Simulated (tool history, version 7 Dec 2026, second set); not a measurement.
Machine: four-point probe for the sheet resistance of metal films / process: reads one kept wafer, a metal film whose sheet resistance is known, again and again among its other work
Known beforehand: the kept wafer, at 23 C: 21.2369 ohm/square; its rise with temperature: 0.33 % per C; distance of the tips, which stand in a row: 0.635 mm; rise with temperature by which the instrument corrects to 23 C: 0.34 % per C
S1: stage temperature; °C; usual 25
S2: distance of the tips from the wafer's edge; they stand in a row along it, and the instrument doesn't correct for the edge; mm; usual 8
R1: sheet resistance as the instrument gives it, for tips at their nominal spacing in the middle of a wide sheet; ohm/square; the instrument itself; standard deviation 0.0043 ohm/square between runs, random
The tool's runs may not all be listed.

run 1 hour=0 | S1=25 S2=8 | R1=21.209623
run 2 hour=57.4 | S1=25 S2=8 | R1=21.203865
run 3 hour=103.6 | S1=26 S2=8 | R1=21.204763
-- hour=148.6 stage's thermometer calibrated
run 4 hour=150.6 | S1=25 S2=8 | R1=21.193601
run 5 hour=222.2 | S1=25 S2=5 | R1=21.302084
run 6 hour=286.9 | S1=26 S2=5 | R1=21.298408
run 7 hour=331.8 | S1=25 S2=8 | R1=21.184025
run 8 hour=407 | S1=25 S2=8 | R1=21.179519
run 9 hour=458.6 | S1=25 S2=8 | R1=21.182272
run 10 hour=498 | S1=21 S2=8 | R1=21.193333
run 11 hour=582 | S1=21 S2=8 | R1=21.18762
run 12 hour=622.1 | S1=21 S2=8 | R1=21.188237
run 13 hour=667.9 | S1=21 S2=8 | R1=21.186449
run 14 hour=731.6 | S1=21 S2=8 | R1=21.182967
run 15 hour=771.2 | S1=21 S2=8 | R1=21.18106
run 16 hour=808.2 | S1=21 S2=8 | R1=21.179457
run 17 hour=856.7 | S1=26 S2=4 | R1=21.381569
run 18 hour=932.1 | S1=26 S2=4 | R1=21.390384
run 19 hour=985.3 | S1=24 S2=7 | R1=21.181123
run 20 hour=1023 | S1=22 S2=4 | R1=21.381237
run 21 hour=1109.1 | S1=32 S2=12 | R1=21.116435
run 22 hour=1172.9 | S1=32 S2=12 | R1=21.118145
run 23 hour=1219.2 | S1=32 S2=12 | R1=21.103428
run 24 hour=1254.9 | S1=31 S2=8 | R1=21.161722
run 25 hour=1317.8 | S1=31 S2=8 | R1=21.157633
run 26 hour=1379.6 | S1=31 S2=8 | R1=21.137589
run 27 hour=1465.1 | S1=31 S2=11 | R1=21.115242
run 28 hour=1503.6 | S1=22 S2=51 | R1=21.089644

Difference, measured minus no-hidden-state, one row per run. Run-to-run variation is common to both terms; the gauge's own scatter need not be:
The hidden state here: inner tips' distance over the nominal, %; tips' flats over new ones', %; wafer's true temperature over the reading, C; drift of the gauge itself on sheet_ohm, %.
run=1 R1=-0.095973
run=2 R1=-0.097621
run=3 R1=-0.098974
run=4 R1=-0.11146
run=5 R1=-0.114059
run=6 R1=-0.116003
run=7 R1=-0.11679
run=8 R1=-0.119011
run=9 R1=-0.120468
run=10 R1=-0.121503
run=11 R1=-0.123685
run=12 R1=-0.124769
run=13 R1=-0.12591
run=14 R1=-0.127593
run=15 R1=-0.128559
run=16 R1=-0.129577
run=17 R1=-0.132175
run=18 R1=-0.134219
run=19 R1=-0.134314
run=20 R1=-0.136497
run=21 R1=-0.13759
run=22 R1=-0.139354
run=23 R1=-0.140399
run=24 R1=-0.14162
run=25 R1=-0.1431
run=26 R1=-0.14451
run=27 R1=-0.146734
run=28 R1=-0.14704

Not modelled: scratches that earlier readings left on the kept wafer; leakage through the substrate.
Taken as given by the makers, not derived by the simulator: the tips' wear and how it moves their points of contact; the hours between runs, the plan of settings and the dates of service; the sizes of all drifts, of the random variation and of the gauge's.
